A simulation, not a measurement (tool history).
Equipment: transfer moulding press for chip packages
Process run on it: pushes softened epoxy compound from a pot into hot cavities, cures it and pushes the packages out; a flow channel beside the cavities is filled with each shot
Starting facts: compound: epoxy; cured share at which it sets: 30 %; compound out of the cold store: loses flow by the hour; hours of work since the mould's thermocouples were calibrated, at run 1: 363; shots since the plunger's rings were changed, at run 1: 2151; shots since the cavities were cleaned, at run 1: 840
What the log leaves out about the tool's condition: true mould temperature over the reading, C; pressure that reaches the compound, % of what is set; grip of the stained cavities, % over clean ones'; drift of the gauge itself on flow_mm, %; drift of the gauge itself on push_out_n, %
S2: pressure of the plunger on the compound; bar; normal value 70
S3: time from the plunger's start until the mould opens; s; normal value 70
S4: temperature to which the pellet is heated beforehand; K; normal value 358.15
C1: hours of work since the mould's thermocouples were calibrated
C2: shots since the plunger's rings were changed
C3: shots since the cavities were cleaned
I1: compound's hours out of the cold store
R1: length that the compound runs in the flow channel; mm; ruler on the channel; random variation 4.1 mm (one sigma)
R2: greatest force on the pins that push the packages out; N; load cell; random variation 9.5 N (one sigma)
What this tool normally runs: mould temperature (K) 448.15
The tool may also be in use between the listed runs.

{"run": 1, "hour": 0.0, "mould temperature (K)": 448.15, "S2": 70, "S3": 70, "S4": 358.15, "C1": 363, "C2": 2151, "C3": 840, "I1": 31.6, "R1": 842, "R2": 718}
{"run": 2, "hour": 9.2, "mould temperature (K)": 448.15, "S2": 70, "S3": 70, "S4": 354.15, "C1": 368, "C2": 2311, "C3": 1000, "I1": 13.4, "R1": 895, "R2": 823}
{"hour": 14.4, "done": "cavities cleaned with cleaning compound and waxed"}
{"run": 3, "hour": 18.1, "mould temperature (K)": 448.15, "S2": 70, "S3": 70, "S4": 354.15, "C1": 373, "C2": 2439, "C3": 64, "I1": 11.7, "R1": 909, "R2": 490}
{"run": 4, "hour": 24.6, "mould temperature (K)": 448.15, "S2": 70, "S3": 70, "S4": 362.15, "C1": 377, "C2": 2552, "C3": 177, "I1": 23.3, "R1": 848, "R2": 500}
{"run": 5, "hour": 38.1, "mould temperature (K)": 448.15, "S2": 70, "S3": 70, "S4": 362.15, "C1": 386, "C2": 2787, "C3": 412, "I1": 35.5, "R1": 819, "R2": 599}
{"run": 6, "hour": 48.0, "mould temperature (K)": 448.15, "S2": 70, "S3": 70, "S4": 362.15, "C1": 392, "C2": 2960, "C3": 585, "I1": 47.1, "R1": 786, "R2": 627}
{"run": 7, "hour": 56.6, "mould temperature (K)": 448.15, "S2": 70, "S3": 70, "S4": 362.15, "C1": 398, "C2": 3108, "C3": 733, "I1": 32.8, "R1": 822, "R2": 670}
{"run": 8, "hour": 63.8, "mould temperature (K)": 448.15, "S2": 70, "S3": 59, "S4": 362.15, "C1": 402, "C2": 3233, "C3": 858, "I1": 30.2, "R1": 823, "R2": 1171}
{"run": 9, "hour": 71.5, "mould temperature (K)": 448.15, "S2": 70, "S3": 59, "S4": 362.15, "C1": 407, "C2": 3367, "C3": 992, "I1": 16.8, "R1": 868, "R2": 1177}
{"hour": 76.7, "done": "cavities cleaned with cleaning compound and waxed"}
{"run": 10, "hour": 85.0, "mould temperature (K)": 448.15, "S2": 65.1, "S3": 70, "S4": 358.15, "C1": 415, "C2": 3575, "C3": 143, "I1": 37.5, "R1": 768, "R2": 485}
{"run": 11, "hour": 93.0, "mould temperature (K)": 448.15, "S2": 70, "S3": 70, "S4": 367.15, "C1": 420, "C2": 3714, "C3": 282, "I1": 11.1, "R1": 879, "R2": 576}
{"run": 12, "hour": 100.4, "mould temperature (K)": 448.15, "S2": 72.9, "S3": 70, "S4": 367.15, "C1": 425, "C2": 3842, "C3": 410, "I1": 39.4, "R1": 806, "R2": 573}
{"run": 13, "hour": 115.9, "mould temperature (K)": 448.15, "S2": 70, "S3": 109, "S4": 350.15, "C1": 435, "C2": 4113, "C3": 681, "I1": 32.9, "R1": 811, "R2": 419}
{"run": 14, "hour": 123.8, "mould temperature (K)": 448.15, "S2": 64.5, "S3": 70, "S4": 354.15, "C1": 440, "C2": 4249, "C3": 817, "I1": 37.9, "R1": 757, "R2": 697}
{"hour": 139.1, "done": "cavities cleaned with cleaning compound and waxed"}
{"run": 15, "hour": 140.9, "mould temperature (K)": 448.15, "S2": 64.5, "S3": 70, "S4": 354.15, "C1": 450, "C2": 4520, "C3": 30, "I1": 30.2, "R1": 782, "R2": 431}
{"run": 16, "hour": 154.4, "mould temperature (K)": 448.15, "S2": 64.5, "S3": 70, "S4": 354.15, "C1": 458, "C2": 4755, "C3": 265, "I1": 21, "R1": 796, "R2": 573}
{"run": 17, "hour": 169.8, "mould temperature (K)": 448.15, "S2": 65, "S3": 70, "S4": 358.15, "C1": 468, "C2": 5022, "C3": 532, "I1": 38, "R1": 745, "R2": 639}
{"run": 18, "hour": 183.1, "mould temperature (K)": 450.15, "S2": 70, "S3": 65, "S4": 358.15, "C1": 477, "C2": 5254, "C3": 764, "I1": 37.4, "R1": 773, "R2": 694}
{"run": 19, "hour": 191.3, "mould temperature (K)": 450.15, "S2": 64.3, "S3": 65, "S4": 358.15, "C1": 482, "C2": 5395, "C3": 905, "I1": 10, "R1": 810, "R2": 819}

The next listed run, before its measurement:
{"hour": 201.4, "done": "cavities cleaned with cleaning compound and waxed"}
{"run": 20, "hour": 205.7, "mould temperature (K)": 450.15, "S2": 64.3, "S3": 65, "S4": 358.15, "C1": 490, "C2": 5621, "C3": 77, "I1": 41.5, "R1": "?", "R2": "?"}

R1: 716 mm
R2: 439 N
With no hidden state in the tool, this same run would have given R1 801 mm, R2 409 N.
